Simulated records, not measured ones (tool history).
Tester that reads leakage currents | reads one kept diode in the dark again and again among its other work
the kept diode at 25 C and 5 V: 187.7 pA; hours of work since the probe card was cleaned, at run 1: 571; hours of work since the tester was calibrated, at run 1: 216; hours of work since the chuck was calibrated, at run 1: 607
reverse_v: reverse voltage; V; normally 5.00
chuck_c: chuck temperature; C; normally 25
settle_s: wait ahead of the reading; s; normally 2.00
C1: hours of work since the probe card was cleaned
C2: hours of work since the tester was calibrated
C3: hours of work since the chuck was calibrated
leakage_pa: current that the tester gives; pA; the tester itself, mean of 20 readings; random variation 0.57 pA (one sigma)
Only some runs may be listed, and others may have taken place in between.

Run 1, hour 0.0: usual settings; C1 571; C2 216; C3 607. Result: leakage_pa 188.60 pA.
Run 2, hour 28.6: usual settings; C1 589; C2 233; C3 625. Result: leakage_pa 189.18 pA.
Run 3, hour 46.2: usual settings but reverse_v 1.45 V; C1 600; C2 244; C3 636. Result: leakage_pa 130.02 pA.
Run 4, hour 83.9: usual settings; C1 623; C2 268; C3 659. Result: leakage_pa 188.93 pA.
Run 5, hour 107.7: usual settings; C1 638; C2 282; C3 674. Result: leakage_pa 188.52 pA.
Run 6, hour 128.2: usual settings; C1 651; C2 295; C3 686. Result: leakage_pa 188.59 pA.
Run 7, hour 147.3: usual settings but settle_s 1.40 s; C1 662; C2 307; C3 698. Result: leakage_pa 189.08 pA.
Run 8, hour 167.5: usual settings; C1 675; C2 320; C3 711. Result: leakage_pa 189.53 pA.
Run 9, hour 188.1: usual settings; C1 688; C2 332; C3 724. Result: leakage_pa 190.00 pA.
Run 10, hour 217.0: usual settings but reverse_v 7.71 V; C1 706; C2 350; C3 742. Result: leakage_pa 215.34 pA.
Run 11, hour 245.6: usual settings but reverse_v 7.71 V; C1 723; C2 368; C3 759. Result: leakage_pa 216.28 pA.
Run 12, hour 288.1: usual settings but reverse_v 7.71 V; C1 750; C2 395; C3 786. Result: leakage_pa 214.40 pA.
Run 13, hour 308.9: usual settings but settle_s 1.38 s; C1 763; C2 407; C3 799. Result: leakage_pa 189.31 pA.
Run 14, hour 333.8: usual settings; C1 778; C2 423; C3 814. Result: leakage_pa 188.48 pA.
Run 15, hour 373.7: usual settings but chuck_c 56 C; C1 803; C2 448; C3 839. Result: leakage_pa 1683.58 pA.
Run 16, hour 393.6: usual settings but chuck_c 56 C, settle_s 0.51 s; C1 815; C2 460; C3 851. Result: leakage_pa 1685.54 pA.
Run 17, hour 428.7: usual settings but chuck_c 56 C, settle_s 0.51 s; C1 837; C2 482; C3 873. Result: leakage_pa 1686.67 pA.
Run 18, hour 465.1: usual settings but settle_s 7.08 s; C1 860; C2 504; C3 896. Result: leakage_pa 187.73 pA.
Run 19, hour 500.3: usual settings but settle_s 7.08 s; C1 882; C2 526; C3 918. Result: leakage_pa 188.64 pA.
Run 20, hour 529.8: usual settings but settle_s 7.08 s; C1 900; C2 545; C3 936. Result: leakage_pa 187.92 pA.
Run 21, hour 547.5: usual settings but reverse_v 1.74 V; C1 911; C2 556; C3 947. Result: leakage_pa 136.66 pA.
Run 22, hour 569.7: usual settings but reverse_v 1.74 V; C1 925; C2 569; C3 961. Result: leakage_pa 137.37 pA.
Run 23, hour 587.2: usual settings but reverse_v 5.47 V, chuck_c 32 C; C1 936; C2 580; C3 972. Result: leakage_pa 330.46 pA.
Run 24, hour 606.9: usual settings but reverse_v 3.24 V, chuck_c 40 C, settle_s 0.45 s; C1 948; C2 593; C3 984. Result: leakage_pa 506.86 pA.
Run 25, hour 642.0: usual settings but reverse_v 18.73 V, settle_s 1.82 s; C1 970; C2 614; C3 1006. Result: leakage_pa 283.10 pA.
Run 26, hour 671.2: usual settings but reverse_v 7.38 V, chuck_c 28 C, settle_s 3.00 s; C1 988; C2 632; C3 1024. Result: leakage_pa 267.17 pA.
Run 27, hour 697.7: usual settings but reverse_v 1.11 V, chuck_c 43 C, settle_s 0.33 s; C1 1004; C2 649; C3 1040. Result: leakage_pa 450.93 pA.
Run 28, hour 733.3: usual settings but reverse_v 14.01 V, chuck_c 21 C, settle_s 4.92 s; C1 1026; C2 671; C3 1062. Result: leakage_pa 188.07 pA.
Run 29, hour 765.7: usual settings but reverse_v 2.90 V, chuck_c 21 C, settle_s 1.10 s; C1 1047; C2 691; C3 1082. Result: leakage_pa 117.58 pA.
Run 30, hour 788.9: usual settings but reverse_v 2.43 V, chuck_c 42 C, settle_s 0.38 s; C1 1061; C2 706; C3 1097. Result: leakage_pa 534.93 pA.
Run 31, hour 827.4: usual settings but reverse_v 2.43 V, chuck_c 42 C, settle_s 0.38 s; C1 1085; C2 729; C3 1121. Result: leakage_pa 533.31 pA.
Run 32, hour 858.7: usual settings but reverse_v 11.54 V, chuck_c 22 C, settle_s 0.38 s; C1 1104; C2 749; C3 1140. Result: leakage_pa 203.00 pA.
Run 33, hour 876.9: usual settings but reverse_v 11.54 V, chuck_c 22 C, settle_s 0.38 s; C1 1116; C2 760; C3 1151. Result: leakage_pa 203.38 pA.
Run 34, hour 909.3: usual settings but reverse_v 11.54 V, chuck_c 22 C, settle_s 0.38 s; C1 1136; C2 780; C3 1172. Result: leakage_pa 202.05 pA.
Run 35, hour 944.7: usual settings but reverse_v 1.77 V, chuck_c 45 C, settle_s 0.38 s; C1 1158; C2 802; C3 1194. Result: leakage_pa 593.41 pA.
Run 36, hour 963.1: usual settings but reverse_v 5.55 V, chuck_c 32 C, settle_s 2.22 s; C1 1169; C2 814; C3 1205. Result: leakage_pa 330.44 pA.
Run 37, hour 996.9: usual settings but reverse_v 6.70 V, chuck_c 34 C, settle_s 6.63 s; C1 1190; C2 835; C3 1226. Result: leakage_pa 407.16 pA.
Run 38, hour 1029.6: usual settings but reverse_v 11.28 V, chuck_c 50 C, settle_s 6.95 s; C1 1210; C2 855; C3 1246. Result: leakage_pa 1453.50 pA.
Run 39, hour 1069.4: usual settings but reverse_v 11.28 V, chuck_c 50 C, settle_s 6.95 s; C1 1235; C2 880; C3 1271. Result: leakage_pa 1450.95 pA.
Run 40, hour 1097.1: usual settings but reverse_v 4.92 V, chuck_c 24 C, settle_s 1.78 s; C1 1252; C2 897; C3 1288. Result: leakage_pa 174.79 pA.
Run 41, hour 1125.0: usual settings but reverse_v 4.92 V, chuck_c 24 C, settle_s 1.78 s; C1 1270; C2 914; C3 1306. Result: leakage_pa 173.92 pA.

Each row is a separate what-if for the run after 41, all from the same tool condition, not one after another. Results?
Run A, hour 1163.0: usual settings but reverse_v 2.97 V, chuck_c 21 C, settle_s 1.78 s; C1 1293; C2 938; C3 1329. Result: leakage_pa ?.
Run B, hour 1163.0: usual settings but reverse_v 6.04 V, chuck_c 22 C, settle_s 2.69 s; C1 1293; C2 938; C3 1329. Result: leakage_pa ?.
Run C, hour 1163.0: usual settings but reverse_v 11.73 V, chuck_c 49 C, settle_s 1.06 s; C1 1293; C2 938; C3 1329. Result: leakage_pa ?.

run  leakage_pa
  A      117.73
  B      157.93
  C     1383.66
With no hidden state in the tool, these same runs would have given:
run  leakage_pa
  A      117.64
  B      157.79
  C     1382.92
